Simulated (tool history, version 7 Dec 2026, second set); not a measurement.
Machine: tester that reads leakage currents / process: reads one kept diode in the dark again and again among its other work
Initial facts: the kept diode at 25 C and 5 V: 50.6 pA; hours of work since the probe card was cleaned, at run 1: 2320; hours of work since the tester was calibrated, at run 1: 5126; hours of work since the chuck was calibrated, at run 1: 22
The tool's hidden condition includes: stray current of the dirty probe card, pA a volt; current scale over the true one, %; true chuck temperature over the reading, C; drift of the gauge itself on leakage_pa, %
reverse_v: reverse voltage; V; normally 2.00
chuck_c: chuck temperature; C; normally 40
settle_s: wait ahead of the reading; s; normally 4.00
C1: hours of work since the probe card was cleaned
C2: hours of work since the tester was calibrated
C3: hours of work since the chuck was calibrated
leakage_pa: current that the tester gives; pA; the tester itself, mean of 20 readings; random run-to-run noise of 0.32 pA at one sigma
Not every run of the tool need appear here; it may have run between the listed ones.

Run 1, hour 0.0: usual settings; C1 2320; C2 5126; C3 22. Result: leakage_pa 109.92 pA.
At hour 129.9: tester calibrated.
Run 2, hour 142.0: usual settings; C1 2432; C2 10; C3 134. Result: leakage_pa 104.46 pA.
Run 3, hour 300.1: usual settings; C1 2558; C2 136; C3 260. Result: leakage_pa 101.10 pA.
Run 4, hour 391.3: usual settings; C1 2631; C2 209; C3 333. Result: leakage_pa 98.74 pA.
At hour 417.2: probe card cleaned and baked.
Run 5, hour 474.6: usual settings; C1 46; C2 273; C3 397. Result: leakage_pa 98.66 pA.
Run 6, hour 609.9: usual settings but settle_s 2.88 s; C1 154; C2 381; C3 506. Result: leakage_pa 95.90 pA.
At hour 626.2: chuck's temperature calibrated.
Run 7, hour 763.9: usual settings but reverse_v 1.07 V; C1 275; C2 503; C3 110. Result: leakage_pa 76.95 pA.
At hour 892.6: probe card cleaned and baked, once more.
Run 8, hour 909.6: usual settings but reverse_v 1.07 V; C1 14; C2 617; C3 224. Result: leakage_pa 71.93 pA.
Run 9, hour 1041.1: usual settings but reverse_v 1.64 V; C1 119; C2 722; C3 329. Result: leakage_pa 85.84 pA.
Run 10, hour 1117.8: usual settings but reverse_v 1.64 V; C1 180; C2 783; C3 391. Result: leakage_pa 84.45 pA.
Run 11, hour 1238.9: usual settings but reverse_v 1.64 V, settle_s 2.75 s; C1 277; C2 880; C3 487. Result: leakage_pa 82.09 pA.
At hour 1276.8: chuck's temperature calibrated.
Run 12, hour 1324.7: usual settings but chuck_c 21 C; C1 344; C2 947; C3 38. Result: leakage_pa 24.08 pA.
Run 13, hour 1456.8: usual settings but chuck_c 27 C; C1 449; C2 1052; C3 144. Result: leakage_pa 37.75 pA.
Run 14, hour 1557.3: usual settings but settle_s 6.23 s; C1 530; C2 1133; C3 224. Result: leakage_pa 99.35 pA.
Run 15, hour 1702.8: usual settings; C1 646; C2 1249; C3 340. Result: leakage_pa 95.86 pA.
Run 16, hour 1813.3: usual settings; C1 734; C2 1337; C3 429. Result: leakage_pa 93.24 pA.
At hour 1924.4: chuck's temperature calibrated.
Run 17, hour 1987.0: usual settings but chuck_c 37 C; C1 871; C2 1475; C3 50. Result: leakage_pa 84.54 pA.
Run 18, hour 2132.6: usual settings; C1 988; C2 1591; C3 166. Result: leakage_pa 101.73 pA.
Run 19, hour 2227.2: usual settings; C1 1063; C2 1667; C3 242. Result: leakage_pa 99.55 pA.
Run 20, hour 2369.7: usual settings; C1 1177; C2 1780; C3 356. Result: leakage_pa 96.48 pA.
Run 21, hour 2539.6: usual settings but reverse_v 1.46 V, chuck_c 39 C, settle_s 1.43 s; C1 1313; C2 1916; C3 492. Result: leakage_pa 74.55 pA.
At hour 2568.5: chuck's temperature calibrated.
Run 22, hour 2703.3: usual settings but settle_s 6.79 s; C1 1442; C2 2045; C3 108. Result: leakage_pa 105.14 pA.
Run 23, hour 2789.4: usual settings but reverse_v 5.12 V, chuck_c 50 C, settle_s 5.00 s; C1 1511; C2 2114; C3 177. Result: leakage_pa 332.10 pA.
Run 24, hour 2936.3: usual settings but reverse_v 5.12 V, chuck_c 50 C, settle_s 5.00 s; C1 1629; C2 2232; C3 294. Result: leakage_pa 321.97 pA.
Run 25, hour 3071.0: usual settings but reverse_v 10.39 V, chuck_c 38 C, settle_s 1.90 s; C1 1736; C2 2339; C3 402. Result: leakage_pa 196.31 pA.
Run 26, hour 3179.1: usual settings but reverse_v 14.83 V, chuck_c 39 C, settle_s 8.31 s; C1 1823; C2 2426; C3 488. Result: leakage_pa 246.49 pA.
At hour 3215.4: chuck's temperature calibrated.
Run 27, hour 3360.1: usual settings but reverse_v 3.15 V, chuck_c 59 C; C1 1966; C2 2569; C3 116. Result: leakage_pa 485.79 pA.
Run 28, hour 3532.1: usual settings but reverse_v 8.39 V, settle_s 5.81 s; C1 2103; C2 2706; C3 253. Result: leakage_pa 211.01 pA.
Run 29, hour 3691.8: usual settings but reverse_v 2.63 V, settle_s 0.48 s; C1 2231; C2 2834; C3 381. Result: leakage_pa 113.66 pA.
Run 30, hour 3851.6: usual settings but reverse_v 1.88 V, settle_s 0.69 s; C1 2358; C2 2962; C3 509. Result: leakage_pa 92.17 pA.
At hour 3864.7: chuck's temperature calibrated.
Run 31, hour 3936.0: usual settings but reverse_v 1.84 V, chuck_c 35 C, settle_s 4.30 s; C1 2424; C2 3027; C3 57. Result: leakage_pa 71.90 pA.
Run 32, hour 4020.6: usual settings but reverse_v 7.52 V, chuck_c 25 C, settle_s 2.19 s; C1 2492; C2 3095; C3 125. Result: leakage_pa 75.94 pA.
Run 33, hour 4198.6: usual settings but reverse_v 2.94 V, chuck_c 54 C, settle_s 0.72 s; C1 2634; C2 3237; C3 267. Result: leakage_pa 327.60 pA.
At hour 4218.1: probe card cleaned and baked.
Run 34, hour 4293.5: usual settings but reverse_v 2.46 V, chuck_c 32 C, settle_s 0.72 s; C1 60; C2 3311; C3 340. Result: leakage_pa 58.54 pA.
Run 35, hour 4392.3: usual settings but reverse_v 2.46 V, chuck_c 32 C, settle_s 0.72 s; C1 139; C2 3390; C3 419. Result: leakage_pa 57.73 pA.
Run 36, hour 4495.6: usual settings but reverse_v 2.46 V, chuck_c 32 C, settle_s 0.72 s; C1 222; C2 3472; C3 502. Result: leakage_pa 56.22 pA.
At hour 4518.8: chuck's temperature calibrated.
Run 37, hour 4638.7: usual settings but reverse_v 3.13 V, chuck_c 35 C, settle_s 2.27 s; C1 335; C2 3585; C3 96. Result: leakage_pa 88.53 pA.

Entry by entry between the runs, the difference in hidden state between the last listed run before and the first listed run after:
Logged between run 1 and run 2: tester calibrated (hour 129.9)
  stray current of the dirty probe card, pA a volt: 1.924 -> 2.003; current scale over the true one, %: 2.6 -> -0.21; true chuck temperature over the reading, C: -0.09 -> -0.55
  measured result minus the result with no hidden state, leakage_pa: +5.91 -> -0.39 pA
Logged between run 4 and run 5: probe card cleaned and baked (hour 417.2)
  stray current of the dirty probe card, pA a volt: 2.159 -> 2.78; current scale over the true one, %: -0.11 -> -0.08; true chuck temperature over the reading, C: -1.28 -> -1.53
  measured result minus the result with no hidden state, leakage_pa: -5.28 -> -5.73 pA
Logged between run 6 and run 7: chuck's temperature calibrated (hour 626.2)
  stray current of the dirty probe card, pA a volt: 2.861 -> 2.951; current scale over the true one, %: -0.03 -> 0.04; true chuck temperature over the reading, C: -1.96 -> -0.58
  measured result minus the result with no hidden state, leakage_pa: -8.46 -> -0.04 pA
Logged between run 7 and run 8: probe card cleaned and baked, once more (hour 892.6)
  stray current of the dirty probe card, pA a volt: 2.951 -> 0.036; current scale over the true one, %: 0.04 -> 0.1; true chuck temperature over the reading, C: -0.58 -> -1.01
  measured result minus the result with no hidden state, leakage_pa: -0.04 -> -5.50 pA
Logged between run 11 and run 12: chuck's temperature calibrated (hour 1276.8)
  stray current of the dirty probe card, pA a volt: 0.233 -> 0.282; current scale over the true one, %: 0.23 -> 0.27; true chuck temperature over the reading, C: -2.03 -> -0.05
  measured result minus the result with no hidden state, leakage_pa: -12.70 -> +0.49 pA
Logged between run 16 and run 17: chuck's temperature calibrated (hour 1924.4)
  stray current of the dirty probe card, pA a volt: 0.58 -> 0.682; current scale over the true one, %: 0.47 -> 0.54; true chuck temperature over the reading, C: -1.72 -> -0.1
  measured result minus the result with no hidden state, leakage_pa: -10.95 -> +1.17 pA
Logged between run 21 and run 22: chuck's temperature calibrated (hour 2568.5)
  stray current of the dirty probe card, pA a volt: 1.027 -> 1.124; current scale over the true one, %: 0.77 -> 0.84; true chuck temperature over the reading, C: -1.88 -> -0.34
  measured result minus the result with no hidden state, leakage_pa: -8.90 -> +0.50 pA
Logged between run 26 and run 27: chuck's temperature calibrated (hour 3215.4)
  stray current of the dirty probe card, pA a volt: 1.409 -> 1.518; current scale over the true one, %: 1.04 -> 1.12; true chuck temperature over the reading, C: -1.84 -> -0.47
  measured result minus the result with no hidden state, leakage_pa: -9.65 -> -4.95 pA
Logged between run 30 and run 31: chuck's temperature calibrated (hour 3864.7)
  stray current of the dirty probe card, pA a volt: 1.81 -> 1.86; current scale over the true one, %: 1.31 -> 1.34; true chuck temperature over the reading, C: -2.03 -> -0.21
  measured result minus the result with no hidden state, leakage_pa: -9.57 -> +3.23 pA
Logged between run 33 and run 34: probe card cleaned and baked (hour 4218.1)
  stray current of the dirty probe card, pA a volt: 2.024 -> 0.075; current scale over the true one, %: 1.45 -> 1.48; true chuck temperature over the reading, C: -1.03 -> -1.34
  measured result minus the result with no hidden state, leakage_pa: -12.41 -> -5.26 pA
Logged between run 36 and run 37: chuck's temperature calibrated (hour 4518.8)
  stray current of the dirty probe card, pA a volt: 0.195 -> 0.283; current scale over the true one, %: 1.57 -> 1.63; true chuck temperature over the reading, C: -1.95 -> -0.46
  measured result minus the result with no hidden state, leakage_pa: -7.58 -> -0.85 pA
